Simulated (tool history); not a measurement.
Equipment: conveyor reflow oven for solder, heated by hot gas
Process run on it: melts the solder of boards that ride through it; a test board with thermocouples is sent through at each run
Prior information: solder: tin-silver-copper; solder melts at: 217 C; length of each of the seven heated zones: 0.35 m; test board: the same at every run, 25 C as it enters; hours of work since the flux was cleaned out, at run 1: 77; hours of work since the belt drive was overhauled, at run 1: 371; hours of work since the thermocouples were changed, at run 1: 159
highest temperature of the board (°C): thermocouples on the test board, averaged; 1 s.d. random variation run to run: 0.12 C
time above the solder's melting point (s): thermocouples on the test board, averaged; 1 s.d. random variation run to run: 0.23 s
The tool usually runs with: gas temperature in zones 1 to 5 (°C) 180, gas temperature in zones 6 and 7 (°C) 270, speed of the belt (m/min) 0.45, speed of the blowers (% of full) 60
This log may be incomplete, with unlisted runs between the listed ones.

run   hour  gas temperature in zones 1 to 5 (°C)  gas temperature in zones 6 and 7 (°C)  speed of the belt (m/min)  speed of the blowers (% of full)  hours of work since the flux was cleaned out  hours of work since the belt drive was overhauled  hours of work since the thermocouples were changed  highest temperature of the board (°C)  time above the solder's melting point (s)
  1      0                                   180                                    270                       0.45                                60                                            77                                                371                                                 159                                  251.4                                       71.7
  2    4.7                                   180                                    275                       0.45                                60                                            79                                                373                                                 161                                  255.9                                       75.2
  3   12.5                                   180                                    275                      0.446                                60                                            82                                                377                                                 164                                  256.3                                       76.2
  4   16.6                                   180                                    270                       0.45                                60                                            84                                                378                                                 166                                  251.5                                       71.5
  5   20.8                                   180                                    270                       0.45                                79                                            85                                                380                                                 168                                  254.8                                         75
  6     28                                   180                                    270                       0.45                                79                                            88                                                383                                                 171                                    255                                       75.1
  7   32.7                                   180                                    270                       0.45                                60                                            90                                                385                                                 173                                  251.5                                       71.4
  8     37                                   180                                    270                       0.45                                76                                            92                                                387                                                 175                                  254.5                                       74.7
  9   41.4                                   180                                    270                      0.416                                60                                            94                                                389                                                 177                                  254.2                                       80.2
 10   50.8                                   180                                    270                      0.416                                60                                            98                                                393                                                 180                                    254                                       80.5
 11   55.8                                   194                                    270                       0.45                                60                                           100                                                395                                                 183                                  254.4                                       81.9
 12     63                                   194                                    270                      0.435                                60                                           103                                                398                                                 186                                  255.3                                       85.7
 13   67.3                                   180                                    270                       0.45                                86                                           105                                                400                                                 187                                  255.7                                       76.2
 14   71.2                                   180                                    280                       0.45                                60                                           107                                                401                                                 189                                    260                                         78
 15   79.6                                   180                                    264                       0.45                                60                                           110                                                405                                                 192                                  246.6                                       66.4
 16   83.6                                   180                                    264                       0.45                                60                                           112                                                406                                                 194                                  246.8                                       66.4
 17   92.1                                   183                                    270                       0.45                                68                                           115                                                410                                                 198                                  253.8                                       75.3
 18  101.6                                   181                                    276                      0.465                                83                                           119                                                414                                                 202                                  259.5                                       76.5
 19  108.9                                   181                                    276                      0.458                                83                                           122                                                417                                                 205                                  260.3                                       78.4
 20  114.9                                   180                                    283                      0.501                                60                                           125                                                420                                                 207                                  258.2                                       68.5
 21  120.6                                   180                                    283                      0.501                                60                                           127                                                422                                                 210                                  258.2                                       67.7
 22  127.5                                   180                                    283                      0.501                                60                                           130                                                425                                                 213                                  258.1                                       68.3
 23    134                                   179                                    270                      0.459                                60                                           133                                                428                                                 215                                  250.6                                       68.6
 24  143.2                                   179                                    270                      0.459                                60                                           137                                                431                                                 219                                  250.7                                       68.5
 25  152.2                                   170                                    270                       0.45                                60                                           140                                                435                                                 223                                  249.7                                       64.8
 26  159.1                                   177                                    270                      0.423                                60                                           143                                                438                                                 226                                  253.1                                       76.4
 27    165                                   177                                    270                      0.423                                60                                           146                                                440                                                 228                                  253.1                                       76.6
 28  174.6                                   177                                    270                      0.423                                60                                           150                                                444                                                 232                                    253                                       76.2
 29    179                                   177                                    264                      0.423                                64                                           152                                                446                                                 234                                  248.7                                         72
 30    186                                   188                                    269                       0.45                                60                                           155                                                449                                                 237                                  252.3                                       76.1
 31  192.7                                   180                                    261                       0.45                                76                                           157                                                452                                                 240                                  246.4                                       67.6
 32  197.6                                   183                                    261                       0.45                                67                                           159                                                454                                                 242                                  245.7                                       68.3

Here are 3 independent what-if runs from the current tool condition. What would each one return?
  A  201.9                                   183                                    261                      0.426                                67                                           161                                                456                                                 244                                      ?                                          ?
  B  201.9                                   195                                    261                      0.426                                67                                           161                                                456                                                 244                                      ?                                          ?
  C  201.9                                   183                                    261                      0.386                                67                                           161                                                456                                                 244                                      ?                                          ?

run  highest temperature of the board (°C)  time above the solder's melting point (s)
  A                                  247.5                                       74.2
  B                                  249.5                                       83.6
  C                                  250.1                                       86.6
What these runs would have given with no unlogged condition in the tool:
run  highest temperature of the board (°C)  time above the solder's melting point (s)
  A                                  247.5                                       73.6
  B                                  249.5                                       82.8
  C                                    250                                       85.7
